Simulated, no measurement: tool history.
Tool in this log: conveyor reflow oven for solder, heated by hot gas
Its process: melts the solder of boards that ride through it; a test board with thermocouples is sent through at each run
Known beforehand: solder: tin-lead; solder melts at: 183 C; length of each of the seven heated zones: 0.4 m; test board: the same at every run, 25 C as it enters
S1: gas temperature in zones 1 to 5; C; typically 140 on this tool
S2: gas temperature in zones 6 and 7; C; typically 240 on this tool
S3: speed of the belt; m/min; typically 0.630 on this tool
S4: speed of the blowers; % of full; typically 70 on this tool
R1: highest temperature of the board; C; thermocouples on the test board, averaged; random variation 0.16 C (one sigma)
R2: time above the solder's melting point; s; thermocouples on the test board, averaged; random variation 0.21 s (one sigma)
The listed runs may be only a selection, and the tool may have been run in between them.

| run | hour | S1 | S2 | S3 | S4 | R1 | R2 |
|---|---|---|---|---|---|---|---|
| 1 | 0.0 | 140 | 240 | 0.630 | 70 | 223.8 | 62.8 |
| 2 | 39.1 | 140 | 252 | 0.630 | 70 | 234.6 | 68.6 |
| 3 | 116.5 | 140 | 240 | 0.630 | 70 | 223.9 | 62.3 |
| 4 | 172.6 | 140 | 240 | 0.630 | 70 | 223.8 | 62.1 |
| 5 | 234.9 | 140 | 240 | 0.630 | 70 | 223.6 | 62.4 |
| 6 | 303.8 | 140 | 240 | 0.630 | 73 | 224.3 | 63.2 |
| 7 | 345.3 | 140 | 243 | 0.630 | 73 | 227.0 | 64.4 |
| 8 | 412.3 | 140 | 243 | 0.630 | 73 | 226.9 | 64.5 |
| 9 | 486.9 | 140 | 243 | 0.630 | 73 | 227.0 | 64.1 |
| 10 | 525.1 | 140 | 243 | 0.630 | 73 | 226.9 | 64.4 |
| 11 | 604.5 | 140 | 243 | 0.630 | 73 | 227.2 | 64.8 |
| 12 | 698.7 | 140 | 243 | 0.630 | 73 | 227.2 | 65.0 |
| 13 | 746.7 | 140 | 243 | 0.630 | 73 | 226.8 | 64.7 |
| 14 | 829.7 | 140 | 245 | 0.630 | 70 | 228.2 | 65.1 |
| 15 | 888.9 | 140 | 240 | 0.749 | 70 | 217.5 | 48.2 |
| 16 | 966.7 | 140 | 240 | 0.749 | 70 | 217.6 | 48.3 |
| 17 | 1033.1 | 140 | 240 | 0.749 | 70 | 217.9 | 47.6 |
| 18 | 1072.1 | 128 | 240 | 0.740 | 56 | 211.4 | 40.2 |
| 19 | 1112.2 | 129 | 240 | 0.630 | 70 | 222.1 | 57.5 |
| 20 | 1203.0 | 129 | 240 | 0.630 | 70 | 221.7 | 57.9 |
| 21 | 1281.7 | 140 | 246 | 0.583 | 70 | 231.6 | 72.8 |
| 22 | 1337.3 | 140 | 246 | 0.605 | 50 | 225.7 | 65.8 |
| 23 | 1410.1 | 140 | 246 | 0.605 | 50 | 225.7 | 65.9 |
| 24 | 1463.0 | 140 | 246 | 0.605 | 50 | 225.6 | 66.4 |
| 25 | 1513.0 | 140 | 246 | 0.605 | 50 | 226.0 | 66.1 |
| 26 | 1578.7 | 140 | 246 | 0.605 | 50 | 226.0 | 66.4 |
| 27 | 1635.3 | 140 | 246 | 0.731 | 89 | 227.5 | 55.8 |
| 28 | 1690.5 | 140 | 246 | 0.731 | 89 | 227.7 | 55.1 |
| 29 | 1758.4 | 140 | 246 | 0.731 | 89 | 227.6 | 55.7 |

Put back what was entered between runs (5 entries, withheld): which listed runs does each sit between, and how does the hidden state differ from the listed run before to the listed run after?
Logged between run 4 and run 5: flux residue cleaned out of gas plates and filters (hour 221.0)
  heat that the gas passes to the board, % of a clean oven's: 99.7 -> 100; belt's true speed, % of the reading: 99.98 -> 99.97
Logged between run 11 and run 12: flux residue cleaned out of gas plates and filters (hour 681.6)
  heat that the gas passes to the board, % of a clean oven's: 99.7 -> 100; true gas temperature in zones 6 and 7 over the reading, C: -0.07 -> -0.08
Logged between run 19 and run 20: flux residue cleaned out of gas plates and filters (hour 1141.0)
  heat that the gas passes to the board, % of a clean oven's: 99.6 -> 99.9; true gas temperature in zones 6 and 7 over the reading, C: -0.1 -> -0.11
Logged between run 24 and run 25: thermocouples of zones 6 and 7 changed (hour 1473.4)
  belt's true speed, % of the reading: 99.88 -> 99.87; true gas temperature in zones 6 and 7 over the reading, C: -0.12 -> -0.01
Logged between run 26 and run 27: flux residue cleaned out of gas plates and filters (hour 1602.5)
  heat that the gas passes to the board, % of a clean oven's: 99.6 -> 100; belt's true speed, % of the reading: 99.87 -> 99.86
